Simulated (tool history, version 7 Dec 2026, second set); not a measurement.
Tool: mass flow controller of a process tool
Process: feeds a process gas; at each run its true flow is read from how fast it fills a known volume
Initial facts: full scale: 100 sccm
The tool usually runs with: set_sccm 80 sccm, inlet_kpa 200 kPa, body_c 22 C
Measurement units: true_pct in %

run	hour	set_sccm	inlet_kpa	body_c	true_pct
1	0	80	200	22	97.86
2	295.9	80	200	22	97.9
3	806.4	80	200	22	97.85
4	1221.3	44	200	22	96.97
5	1503.9	44	200	22	97.03
6	1821.5	44	200	22	96.92
7	2211.5	44	200	22	96.93
8	2667.1	80	200	32	97.68
9	2921.2	80	200	32	97.56
10	3135.6	80	200	32	97.58
11	3632.5	80	200	22	97.99
12	3957.1	80	200	22	97.87
13	4364.1	80	200	22	97.9
14	4576.3	80	200	22	97.81
15	4901	80	200	32	97.75
16	5346.6	80	200	35	97.38
17	5833.6	80	190	22	97.9
18	6101	80	200	22	97.96
19	6380.9	80	200	22	97.9
20	6797.3	80	200	22	98.07
21	7246.5	80	194	22	97.32
22	7590.6	80	194	22	97.3
23	7997.4	36	200	22	95.84
24	8297.7	36	200	22	95.9
25	8721.7	36	200	22	95.89
26	8934.6	80	258	31	96.89
27	9145.9	10	215	22	95.91
28	9540.7	74	165	26	96.97
29	10049.6	74	165	26	96.98
30	10558	50	262	26	96.19
31	10914.6	50	246	21	96.29
32	11379.2	55	149	33	96.36
33	11716.4	80	271	29	96.81
34	12113.1	80	213	22	97.24
35	12455.9	80	200	27	97.03
36	12744.9	80	161	23	97.16
37	13198.4	42	173	22	96.44
38	13576.8	42	173	22	96.47
39	13917	35	200	22	96.3
40	14383.9	13	173	35	97.02
41	14652.5	56	146	34	96.45
42	15165.4	32	200	40	95.99
43	15592.3	59	148	30	96.66
44	15960.6	59	148	30	96.66
45	16310.5	59	148	30	96.73
46	16785.4	59	148	27	96.81
47	17074.7	80	182	22	97.12
48	17452.5	80	146	37	96.97

Not shown: 2 entries that the log had between the listed runs. Between which runs, and how does the tool's hidden state differ before and after?
Between runs 17 and 18: controller's zero set anew (hour 5876.3)
  flow at rest that the sensor doesn't see, % of full scale: 0.394 -> 0.517; true flow over the shown one, %: -2.09 -> -2.11
  difference, measured minus the result without the unlogged condition, true_pct: -1.6 -> -1.47 %
Between runs 20 and 21: controller's zero set anew, once more (hour 7246.5)
  flow at rest that the sensor doesn't see, % of full scale: 0.55 -> 0.008; true flow over the shown one, %: -2.16 -> -2.2
  difference, measured minus the result without the unlogged condition, true_pct: -1.48 -> -2.19 %
